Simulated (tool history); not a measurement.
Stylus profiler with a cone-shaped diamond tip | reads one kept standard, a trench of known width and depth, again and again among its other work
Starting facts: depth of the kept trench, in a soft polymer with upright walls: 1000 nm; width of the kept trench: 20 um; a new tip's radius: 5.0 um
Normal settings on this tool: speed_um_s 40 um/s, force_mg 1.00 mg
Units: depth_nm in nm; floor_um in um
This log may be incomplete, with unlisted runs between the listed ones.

run 1 hour=0.0 | speed_um_s=40 force_mg=1.00 | depth_nm=1008.64 floor_um=13.78
run 2 hour=58.2 | speed_um_s=40 force_mg=1.00 | depth_nm=1008.36 floor_um=13.78
run 3 hour=106.5 | speed_um_s=40 force_mg=1.00 | depth_nm=1008.44 floor_um=13.76
run 4 hour=171.2 | speed_um_s=40 force_mg=1.00 | depth_nm=1008.62 floor_um=13.74
run 5 hour=248.3 | speed_um_s=19 force_mg=1.00 | depth_nm=1008.81 floor_um=13.80
run 6 hour=327.1 | speed_um_s=74 force_mg=1.00 | depth_nm=1008.58 floor_um=13.51
run 7 hour=404.5 | speed_um_s=50 force_mg=1.71 | depth_nm=1012.33 floor_um=13.75
run 8 hour=476.6 | speed_um_s=20 force_mg=1.52 | depth_nm=1011.85 floor_um=13.93
run 9 hour=557.1 | speed_um_s=20 force_mg=1.38 | depth_nm=1010.97 floor_um=13.94
run 10 hour=619.9 | speed_um_s=20 force_mg=1.38 | depth_nm=1010.48 floor_um=13.88
run 11 hour=692.5 | speed_um_s=40 force_mg=1.34 | depth_nm=1010.71 floor_um=13.77
run 12 hour=770.9 | speed_um_s=24 force_mg=1.92 | depth_nm=1013.02 floor_um=13.88

Below are 5 alternative next runs, each starting from the tool's condition after run 12. Predict each:
run A hour=835.0 | speed_um_s=24 force_mg=2.69 | depth_nm=? floor_um=?
run B hour=835.0 | speed_um_s=40 force_mg=2.40 | depth_nm=? floor_um=?
run C hour=835.0 | speed_um_s=40 force_mg=2.01 | depth_nm=? floor_um=?
run D hour=835.0 | speed_um_s=73 force_mg=2.89 | depth_nm=? floor_um=?
run E hour=835.0 | speed_um_s=82 force_mg=0.34 | depth_nm=? floor_um=?

run=A depth_nm=1016.44 floor_um=13.90
run=B depth_nm=1015.50 floor_um=13.85
run=C depth_nm=1013.87 floor_um=13.81
run=D depth_nm=1017.80 floor_um=13.76
run=E depth_nm=1004.32 floor_um=13.12
With the hidden condition removed and each run's random variation left untouched, the same runs would have given:
run=A depth_nm=1016.46 floor_um=13.91
run=B depth_nm=1015.52 floor_um=13.86
run=C depth_nm=1013.88 floor_um=13.81
run=D depth_nm=1017.82 floor_um=13.76
run=E depth_nm=1004.34 floor_um=13.12
